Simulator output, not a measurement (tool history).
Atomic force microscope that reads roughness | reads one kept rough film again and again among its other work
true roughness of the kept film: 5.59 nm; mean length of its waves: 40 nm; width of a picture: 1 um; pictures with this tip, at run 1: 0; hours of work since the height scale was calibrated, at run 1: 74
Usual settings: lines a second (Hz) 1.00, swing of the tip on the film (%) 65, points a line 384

run	hour	lines a second (Hz)	swing of the tip on the film (%)	points a line	pictures with this tip	hours of work since the height scale was calibrated	roughness of the kept film (nm (root mean square))
1	0.0	1.00	65	384	0	74	4.855
2	27.4	1.00	65	286	25	85	4.906
3	43.9	1.00	65	384	40	92	4.938
4	59.2	1.00	65	384	55	98	4.911
5	90.1	1.00	65	384	83	110	4.903
6	113.4	1.00	65	384	105	120	4.882
7	132.3	1.00	65	384	122	127	4.871
# hour 142.7: new tip fitted
8	165.6	1.85	65	384	21	140	4.794
9	182.7	1.85	65	384	37	147	4.778
10	211.0	1.85	65	384	63	159	4.757
11	235.3	1.85	65	384	85	168	4.749
12	262.4	1.85	65	384	111	179	4.787
13	282.2	1.85	65	384	129	187	4.764
# hour 285.5: new tip fitted
14	296.9	1.85	65	384	10	193	4.762
15	312.1	1.00	65	384	24	199	4.924
16	331.5	1.24	65	384	42	207	4.874
17	348.3	1.00	65	384	58	213	4.908
18	376.1	1.00	72	384	84	224	4.789
19	393.7	1.00	62	384	100	232	4.913
20	414.3	1.00	62	384	119	240	4.933
# hour 428.7: new tip fitted
21	434.5	1.00	62	384	5	248	4.935
22	451.7	1.00	62	384	21	255	4.893
23	482.1	1.00	62	384	49	267	4.941
24	501.8	1.00	62	384	68	275	4.937
25	526.5	1.00	62	384	91	284	4.925
26	556.3	1.00	63	384	118	296	4.892
# hour 571.2: new tip fitted
27	581.9	1.11	61	352	10	306	4.934
28	610.4	1.11	61	352	36	318	4.901
29	639.1	0.86	80	650	63	329	4.778
30	669.4	0.86	80	650	91	342	4.778
31	684.8	1.59	63	318	105	348	4.851
32	701.7	1.59	63	318	121	354	4.843
# hour 713.8: new tip fitted
33	726.5	2.82	70	384	12	364	4.496
34	743.4	3.73	69	380	28	371	4.376
35	767.4	0.60	81	780	50	381	4.846
36	789.2	0.60	72	780	70	389	4.929
37	804.8	2.41	56	525	85	396	4.866
38	820.3	2.41	56	525	99	402	4.875
39	835.7	1.35	76	416	114	408	4.671
40	853.5	1.23	70	416	130	415	4.773
# hour 856.5: new tip fitted
41	868.3	1.23	70	416	11	421	4.784
42	894.7	1.23	70	416	36	431	4.791
43	922.5	1.23	70	416	62	442	4.760
44	955.2	1.23	70	416	92	456	4.758
45	985.9	1.00	58	876	120	468	4.963
# hour 998.5: new tip fitted
46	1010.6	1.00	58	876	11	478	5.004
47	1042.1	1.00	68	336	40	490	4.870
48	1055.3	1.00	65	443	52	495	4.918
49	1083.8	1.00	61	497	79	507	4.943
50	1108.6	1.00	61	497	102	517	4.955
51	1139.3	1.83	77	725	130	529	4.534
# hour 1142.1: new tip fitted
52	1162.4	1.00	65	872	19	538	4.937

3 ways to go on from here, each from the tool as it stands after run 52. What would each give?
A	1178.5	2.59	65	384	34	545	?
B	1178.5	2.73	78	263	34	545	?
C	1178.5	0.95	75	440	34	545	?

run	roughness of the kept film (nm (root mean square))
A	4.648
B	4.242
C	4.786
Without the tool's hidden state the same runs would have given:
run	roughness of the kept film (nm (root mean square))
A	4.651
B	4.244
C	4.788

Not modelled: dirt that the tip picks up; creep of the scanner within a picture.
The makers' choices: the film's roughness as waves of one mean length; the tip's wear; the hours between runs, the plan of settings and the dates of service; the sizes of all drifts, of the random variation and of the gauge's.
